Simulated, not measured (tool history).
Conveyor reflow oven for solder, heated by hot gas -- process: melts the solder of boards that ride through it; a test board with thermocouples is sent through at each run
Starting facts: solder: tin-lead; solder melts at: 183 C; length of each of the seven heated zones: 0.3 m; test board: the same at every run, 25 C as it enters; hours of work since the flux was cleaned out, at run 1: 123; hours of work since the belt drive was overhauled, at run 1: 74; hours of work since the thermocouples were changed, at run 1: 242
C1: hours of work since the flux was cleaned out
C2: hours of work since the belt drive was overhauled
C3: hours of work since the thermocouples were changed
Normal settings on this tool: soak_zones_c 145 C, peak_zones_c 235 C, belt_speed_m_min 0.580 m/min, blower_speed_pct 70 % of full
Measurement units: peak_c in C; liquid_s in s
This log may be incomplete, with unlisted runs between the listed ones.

run 1 hour=0.0 | soak_zones_c=145 peak_zones_c=235 belt_speed_m_min=0.580 blower_speed_pct=70 | C1=123 C2=74 C3=242 | peak_c=215.5 liquid_s=46.6
run 2 hour=14.3 | soak_zones_c=145 peak_zones_c=229 belt_speed_m_min=0.580 blower_speed_pct=70 | C1=129 C2=80 C3=248 | peak_c=210.6 liquid_s=43.0
run 3 hour=25.3 | soak_zones_c=145 peak_zones_c=229 belt_speed_m_min=0.580 blower_speed_pct=70 | C1=134 C2=84 C3=252 | peak_c=210.2 liquid_s=43.3
run 4 hour=36.5 | soak_zones_c=145 peak_zones_c=229 belt_speed_m_min=0.580 blower_speed_pct=70 | C1=138 C2=89 C3=256 | peak_c=210.4 liquid_s=42.8
run 5 hour=54.4 | soak_zones_c=145 peak_zones_c=235 belt_speed_m_min=0.580 blower_speed_pct=70 | C1=145 C2=96 C3=264 | peak_c=215.6 liquid_s=46.4
run 6 hour=68.0 | soak_zones_c=146 peak_zones_c=235 belt_speed_m_min=0.580 blower_speed_pct=70 | C1=151 C2=102 C3=269 | peak_c=215.6 liquid_s=47.0
run 7 hour=77.0 | soak_zones_c=131 peak_zones_c=235 belt_speed_m_min=0.580 blower_speed_pct=70 | C1=155 C2=105 C3=273 | peak_c=212.0 liquid_s=40.1
run 8 hour=90.5 | soak_zones_c=131 peak_zones_c=235 belt_speed_m_min=0.580 blower_speed_pct=70 | C1=160 C2=111 C3=278 | peak_c=212.0 liquid_s=39.7
run 9 hour=105.6 | soak_zones_c=131 peak_zones_c=235 belt_speed_m_min=0.580 blower_speed_pct=70 | C1=166 C2=117 C3=284 | peak_c=212.0 liquid_s=40.0
run 10 hour=122.5 | soak_zones_c=151 peak_zones_c=243 belt_speed_m_min=0.494 blower_speed_pct=70 | C1=173 C2=124 C3=291 | peak_c=228.4 liquid_s=66.1
run 11 hour=137.3 | soak_zones_c=145 peak_zones_c=229 belt_speed_m_min=0.623 blower_speed_pct=70 | C1=179 C2=130 C3=297 | peak_c=207.6 liquid_s=36.9
run 12 hour=146.0 | soak_zones_c=150 peak_zones_c=235 belt_speed_m_min=0.580 blower_speed_pct=82 | C1=183 C2=133 C3=301 | peak_c=219.2 liquid_s=51.3
run 13 hour=153.7 | soak_zones_c=150 peak_zones_c=235 belt_speed_m_min=0.580 blower_speed_pct=82 | C1=186 C2=136 C3=304 | peak_c=219.3 liquid_s=51.2
run 14 hour=165.2 | soak_zones_c=131 peak_zones_c=249 belt_speed_m_min=0.571 blower_speed_pct=68 | C1=190 C2=141 C3=309 | peak_c=223.0 liquid_s=48.2
run 15 hour=177.9 | soak_zones_c=139 peak_zones_c=249 belt_speed_m_min=0.571 blower_speed_pct=68 | C1=195 C2=146 C3=314 | peak_c=224.8 liquid_s=51.5

Consider 3 possible next runs. They are alternatives, not a sequence: every one starts from the tool as it was left by run 15. What does each give?
run A hour=191.2 | soak_zones_c=145 peak_zones_c=230 belt_speed_m_min=0.488 blower_speed_pct=64 | C1=201 C2=152 C3=319 | peak_c=? liquid_s=?
run B hour=191.2 | soak_zones_c=145 peak_zones_c=234 belt_speed_m_min=0.580 blower_speed_pct=70 | C1=201 C2=152 C3=319 | peak_c=? liquid_s=?
run C hour=191.2 | soak_zones_c=145 peak_zones_c=235 belt_speed_m_min=0.580 blower_speed_pct=80 | C1=201 C2=152 C3=319 | peak_c=? liquid_s=?

run=A peak_c=214.5 liquid_s=55.4
run=B peak_c=214.1 liquid_s=45.5
run=C peak_c=217.8 liquid_s=48.2
With the hidden condition removed and each run's random variation left untouched, the same runs would have given:
run=A peak_c=215.4 liquid_s=56.4
run=B peak_c=215.6 liquid_s=46.8
run=C peak_c=219.4 liquid_s=49.4
